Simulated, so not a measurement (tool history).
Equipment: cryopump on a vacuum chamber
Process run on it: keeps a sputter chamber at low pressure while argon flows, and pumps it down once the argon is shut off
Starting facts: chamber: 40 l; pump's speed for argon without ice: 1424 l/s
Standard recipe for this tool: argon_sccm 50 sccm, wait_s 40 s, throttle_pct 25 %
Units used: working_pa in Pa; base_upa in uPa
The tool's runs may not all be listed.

run   hour  argon_sccm  wait_s  throttle_pct  working_pa  base_upa
  1    0.0          50      40            25      0.2453      2.23
  2   10.3          50     123            25      0.2460      1.08
  3   16.9          50     123            25      0.2463      1.13
  4   23.8          50      40            32      0.1918      2.19
  5   36.4          50      54            25      0.2440      1.81
  6   50.0          50      40            25      0.2458      2.23
  7   65.3          50     192            25      0.2477      0.95
  8   80.0          50     192            25      0.2493      0.98
  9   92.1          50      40            51      0.1261      2.33
 10  101.5          50      40            51      0.1272      2.36
 11  108.4          50      40            51      0.1287      2.37
 12  122.3          50      40            51      0.1289      2.40
 13  130.1          50      40            51      0.1288      2.43
 14  146.2          50      40            51      0.1306      2.37
 15  156.4          61      40            25      0.3061      2.40
 16  168.3          61      40            25      0.3066      2.38
 17  182.2          61      40            53      0.1552      2.46
 18  194.5          61      40            53      0.1548      2.45
 19  207.3          50      49            20      0.3119      2.12
 20  221.0          45      49            20      0.2813      2.18
 21  232.5          45      49            20      0.2827      2.15
 22  241.5          33     114            24      0.1746      1.46
 23  255.6          33     114            53      0.0858      1.48
 24  268.4          51     139            27      0.2437      1.38
 25  276.7          28     139            15      0.2335      1.38
 26  284.4          28     139            15      0.2312      1.40
 27  296.3          28     139            15      0.2323      1.41
 28  307.6          51     139            19      0.3407      1.46
     326.6  -- pump warmed up, emptied and cooled again
 29  326.6          54     190            22      0.2921      1.10
 30  342.0          50      70            27      0.2179      1.72
 31  352.8          75      70            21      0.4243      1.75
 32  359.9          99      79            21      0.5653      1.56

Run 33 is up next; what results do you expect?
 33  370.3          47      47            21           ?         ?

{"run 33": {"working_pa": 0.2669, "base_upa": 2.18}}
Minus the tool's unlogged condition, the same run would have read working_pa 0.2653 Pa, base_upa 1.61 uPa.
